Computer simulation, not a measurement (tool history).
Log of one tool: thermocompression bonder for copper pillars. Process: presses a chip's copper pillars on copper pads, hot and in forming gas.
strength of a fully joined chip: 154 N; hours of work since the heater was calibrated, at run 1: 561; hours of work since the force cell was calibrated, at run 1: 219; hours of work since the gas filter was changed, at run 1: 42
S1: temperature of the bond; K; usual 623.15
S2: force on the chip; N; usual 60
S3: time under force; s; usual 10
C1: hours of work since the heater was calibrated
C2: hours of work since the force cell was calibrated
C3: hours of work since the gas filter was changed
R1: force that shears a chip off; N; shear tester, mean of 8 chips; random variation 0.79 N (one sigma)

run   hour      S1  S2  S3   C1   C2   C3     R1
  1      0  623.15  60  10  561  219   42   93.9
  2     15  623.15  60  10  571  228   51     94
  3   30.4  623.15  60  10  581  238   61   91.9
  4   45.8  623.15  60  10  590  247   71   93.5
  5   54.2  623.15  64  10  596  253   76   97.6
  6   64.1  603.15  64  10  602  259   82     82
  7   76.4  643.15  60  10  610  267   90  106.7
  8   90.1  643.15  60  10  618  275   99  106.5
  9   99.4  643.15  60  10  624  281  105  106.9
 10  109.8  643.15  60  10  631  288  111  106.4
 11  119.9  623.15  60  10  637  294  117   93.9
 12  127.2  623.15  60  10  642  299  122   92.4
 13  140.2  619.15  60  10  650  307  130   89.4
 14  156.2  619.15  68  10  660  317  140   96.6
 15  163.2  623.15  46  10  664  322  145   71.5
 16  171.4  623.15  46  10  670  327  150   71.7
 17    179  623.15  46  10  674  332  155     72
 18  187.4  623.15  46  10  680  337  160   72.2
 19  194.6  623.15  46  10  684  341  165   70.4
 20  210.5  623.15  46  10  694  351  175   70.7
 21  221.9  623.15  46  10  702  359  182   72.2
 22  236.9  616.15  57   9  711  368  191   78.5
 23  247.1  602.15  37  10  717  375  198   45.3
 24  254.4  653.15  60  10  722  379  202  110.6
 25  265.2  619.15  52   9  729  386  209     76
 26  274.5  644.15  84  29  735  392  215  142.6
 27  290.5  603.15  84   7  745  402  225   93.5
 28  304.1  610.15  82   6  753  411  234   91.3
 29  313.6  610.15  82   6  759  417  240   91.4
 30  323.8  610.15  82   6  766  423  246   91.6
 31  336.8  643.15  37  25  774  431  254   92.4
 32  350.3  623.15  74  12  783  440  263    111
 33  360.4  623.15  74  12  789  446  269    111
 34  376.5  623.15  74  12  799  456  280  112.2
 35    391  608.15  69  12  808  465  289   94.2
 36  400.1  635.15  57  10  814  471  294   94.7
 37  407.9  635.15  44  20  819  476  299   93.6
 38  424.3  628.15  75  12  829  486  310    113
 39  435.9  641.15  41   7  837  494  317   64.1
 40  451.6  627.15  70  10  847  504  327  103.4

Some steps in R1 between neighbouring runs. How much of each would the tool show without its hidden state too (settings, what came in, random variation), and how much is left for the hidden state, with any gauge scatter that isn't in both results?
The hidden state here: true temperature of the bond over the reading, C; force that reaches the chip, % of what is set; oxide that the forming gas leaves, % of the face; drift of the gauge itself on shear_n, %.
Run 23 -> 24: S1 602.15 -> 653.15, S2 37 -> 60. R1 +65.3 N: hidden state -2.2, all else +67.5.
Run 25 -> 26: S1 619.15 -> 644.15, S2 52 -> 84, S3 9 -> 29. R1 +66.6 N: hidden state -2.1, all else +68.7.
Run 26 -> 27: S1 644.15 -> 603.15, S3 29 -> 7. R1 -49.1 N: hidden state +1.1, all else -50.2.
Run 38 -> 39: S1 628.15 -> 641.15, S2 75 -> 41, S3 12 -> 7. R1 -48.9 N: hidden state +2.6, all else -51.5.
Run 39 -> 40: S1 641.15 -> 627.15, S2 41 -> 70, S3 7 -> 10. R1 +39.3 N: hidden state -2.4, all else +41.7.
